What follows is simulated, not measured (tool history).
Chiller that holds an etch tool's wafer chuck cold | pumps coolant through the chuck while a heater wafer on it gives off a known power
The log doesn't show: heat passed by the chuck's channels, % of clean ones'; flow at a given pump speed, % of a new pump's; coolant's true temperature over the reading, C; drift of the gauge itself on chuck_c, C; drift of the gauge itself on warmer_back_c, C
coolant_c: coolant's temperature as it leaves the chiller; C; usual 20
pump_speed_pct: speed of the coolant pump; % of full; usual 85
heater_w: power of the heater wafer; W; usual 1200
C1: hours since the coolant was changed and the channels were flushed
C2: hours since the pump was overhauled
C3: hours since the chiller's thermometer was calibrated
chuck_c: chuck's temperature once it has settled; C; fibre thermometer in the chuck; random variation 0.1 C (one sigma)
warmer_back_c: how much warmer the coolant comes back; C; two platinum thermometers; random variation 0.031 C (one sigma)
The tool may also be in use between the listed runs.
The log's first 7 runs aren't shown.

{"run": 8, "hour": 422.0, "coolant_c": 20, "pump_speed_pct": 85, "heater_w": 1200, "C1": 2594, "C2": 1653, "C3": 2124, "chuck_c": 26.8, "warmer_back_c": 2.61}
{"run": 9, "hour": 487.4, "coolant_c": 20, "pump_speed_pct": 85, "heater_w": 1200, "C1": 2660, "C2": 1719, "C3": 2189, "chuck_c": 26.9, "warmer_back_c": 2.63}
{"run": 10, "hour": 562.0, "coolant_c": 20, "pump_speed_pct": 85, "heater_w": 1200, "C1": 2734, "C2": 1793, "C3": 2264, "chuck_c": 26.7, "warmer_back_c": 2.59}
{"run": 11, "hour": 637.8, "coolant_c": 20, "pump_speed_pct": 85, "heater_w": 1200, "C1": 2810, "C2": 1869, "C3": 2340, "chuck_c": 26.7, "warmer_back_c": 2.64}
{"run": 12, "hour": 683.0, "coolant_c": 20, "pump_speed_pct": 85, "heater_w": 1200, "C1": 2855, "C2": 1914, "C3": 2385, "chuck_c": 26.8, "warmer_back_c": 2.59}
{"run": 13, "hour": 734.1, "coolant_c": 20, "pump_speed_pct": 85, "heater_w": 1200, "C1": 2906, "C2": 1965, "C3": 2436, "chuck_c": 26.6, "warmer_back_c": 2.64}
{"run": 14, "hour": 777.0, "coolant_c": 20, "pump_speed_pct": 85, "heater_w": 1200, "C1": 2949, "C2": 2008, "C3": 2479, "chuck_c": 26.7, "warmer_back_c": 2.57}
{"run": 15, "hour": 852.0, "coolant_c": 20, "pump_speed_pct": 85, "heater_w": 1200, "C1": 3024, "C2": 2083, "C3": 2554, "chuck_c": 26.8, "warmer_back_c": 2.59}
{"run": 16, "hour": 922.0, "coolant_c": 12, "pump_speed_pct": 85, "heater_w": 1200, "C1": 3094, "C2": 2153, "C3": 2624, "chuck_c": 18.8, "warmer_back_c": 2.63}
{"run": 17, "hour": 977.6, "coolant_c": 12, "pump_speed_pct": 85, "heater_w": 1200, "C1": 3150, "C2": 2209, "C3": 2679, "chuck_c": 18.7, "warmer_back_c": 2.6}
{"run": 18, "hour": 1052.5, "coolant_c": 15, "pump_speed_pct": 95, "heater_w": 1397, "C1": 3225, "C2": 2284, "C3": 2754, "chuck_c": 22.3, "warmer_back_c": 2.74}
{"hour": 1064.9, "done": "coolant pump overhauled"}
{"run": 19, "hour": 1122.4, "coolant_c": 15, "pump_speed_pct": 95, "heater_w": 1397, "C1": 3290, "C2": 58, "C3": 2819, "chuck_c": 22.4, "warmer_back_c": 2.8}
{"run": 20, "hour": 1205.7, "coolant_c": 28, "pump_speed_pct": 98, "heater_w": 1161, "C1": 3373, "C2": 141, "C3": 2902, "chuck_c": 34.2, "warmer_back_c": 2.25}
{"run": 21, "hour": 1266.7, "coolant_c": 13, "pump_speed_pct": 85, "heater_w": 1200, "C1": 3434, "C2": 202, "C3": 2963, "chuck_c": 19.9, "warmer_back_c": 2.73}
{"run": 22, "hour": 1304.7, "coolant_c": 13, "pump_speed_pct": 85, "heater_w": 1200, "C1": 3472, "C2": 240, "C3": 3001, "chuck_c": 19.8, "warmer_back_c": 2.72}
{"run": 23, "hour": 1365.7, "coolant_c": 13, "pump_speed_pct": 85, "heater_w": 1200, "C1": 3533, "C2": 301, "C3": 3062, "chuck_c": 19.8, "warmer_back_c": 2.76}
{"run": 24, "hour": 1405.1, "coolant_c": 29, "pump_speed_pct": 83, "heater_w": 1534, "C1": 3572, "C2": 340, "C3": 3102, "chuck_c": 38.2, "warmer_back_c": 3.53}
{"run": 25, "hour": 1489.3, "coolant_c": 29, "pump_speed_pct": 83, "heater_w": 1534, "C1": 3656, "C2": 424, "C3": 3186, "chuck_c": 38.3, "warmer_back_c": 3.55}
{"hour": 1553.3, "done": "coolant pump overhauled, once more"}
{"run": 26, "hour": 1566.7, "coolant_c": 29, "pump_speed_pct": 64, "heater_w": 1534, "C1": 3729, "C2": 13, "C3": 3258, "chuck_c": 39.2, "warmer_back_c": 4.18}
{"run": 27, "hour": 1654.2, "coolant_c": 29, "pump_speed_pct": 64, "heater_w": 1534, "C1": 3816, "C2": 101, "C3": 3346, "chuck_c": 39.1, "warmer_back_c": 4.18}
{"run": 28, "hour": 1701.4, "coolant_c": 17, "pump_speed_pct": 82, "heater_w": 754, "C1": 3863, "C2": 148, "C3": 3393, "chuck_c": 20.7, "warmer_back_c": 1.56}
{"run": 29, "hour": 1776.7, "coolant_c": 20, "pump_speed_pct": 85, "heater_w": 1271, "C1": 3939, "C2": 223, "C3": 3468, "chuck_c": 26.6, "warmer_back_c": 2.57}
{"run": 30, "hour": 1840.6, "coolant_c": 20, "pump_speed_pct": 64, "heater_w": 1046, "C1": 4003, "C2": 287, "C3": 3532, "chuck_c": 26.7, "warmer_back_c": 2.85}
{"run": 31, "hour": 1894.8, "coolant_c": 10, "pump_speed_pct": 62, "heater_w": 1659, "C1": 4057, "C2": 341, "C3": 3586, "chuck_c": 21.4, "warmer_back_c": 4.73}
{"run": 32, "hour": 1954.7, "coolant_c": 19, "pump_speed_pct": 88, "heater_w": 730, "C1": 4117, "C2": 401, "C3": 3646, "chuck_c": 22.5, "warmer_back_c": 1.44}

4 ways to go on from here, each from the tool as it stands after run 32. What would each give?
{"run": "A", "hour": 2012.4, "coolant_c": 15, "pump_speed_pct": 92, "heater_w": 1200, "C1": 4174, "C2": 459, "C3": 3704, "chuck_c": "?", "warmer_back_c": "?"}
{"run": "B", "hour": 2012.4, "coolant_c": 19, "pump_speed_pct": 99, "heater_w": 775, "C1": 4174, "C2": 459, "C3": 3704, "chuck_c": "?", "warmer_back_c": "?"}
{"run": "C", "hour": 2012.4, "coolant_c": 19, "pump_speed_pct": 77, "heater_w": 1367, "C1": 4174, "C2": 459, "C3": 3704, "chuck_c": "?", "warmer_back_c": "?"}
{"run": "D", "hour": 2012.4, "coolant_c": 15, "pump_speed_pct": 79, "heater_w": 905, "C1": 4174, "C2": 459, "C3": 3704, "chuck_c": "?", "warmer_back_c": "?"}

run=A chuck_c=20.9 warmer_back_c=2.38
run=B chuck_c=22.4 warmer_back_c=1.4
run=C chuck_c=27 warmer_back_c=3.19
run=D chuck_c=19.8 warmer_back_c=2.06
Without the tool's hidden state the same runs would have given:
run=A chuck_c=21.4 warmer_back_c=2.35
run=B chuck_c=23.1 warmer_back_c=1.38
run=C chuck_c=27.4 warmer_back_c=3.16
run=D chuck_c=20.3 warmer_back_c=2.04

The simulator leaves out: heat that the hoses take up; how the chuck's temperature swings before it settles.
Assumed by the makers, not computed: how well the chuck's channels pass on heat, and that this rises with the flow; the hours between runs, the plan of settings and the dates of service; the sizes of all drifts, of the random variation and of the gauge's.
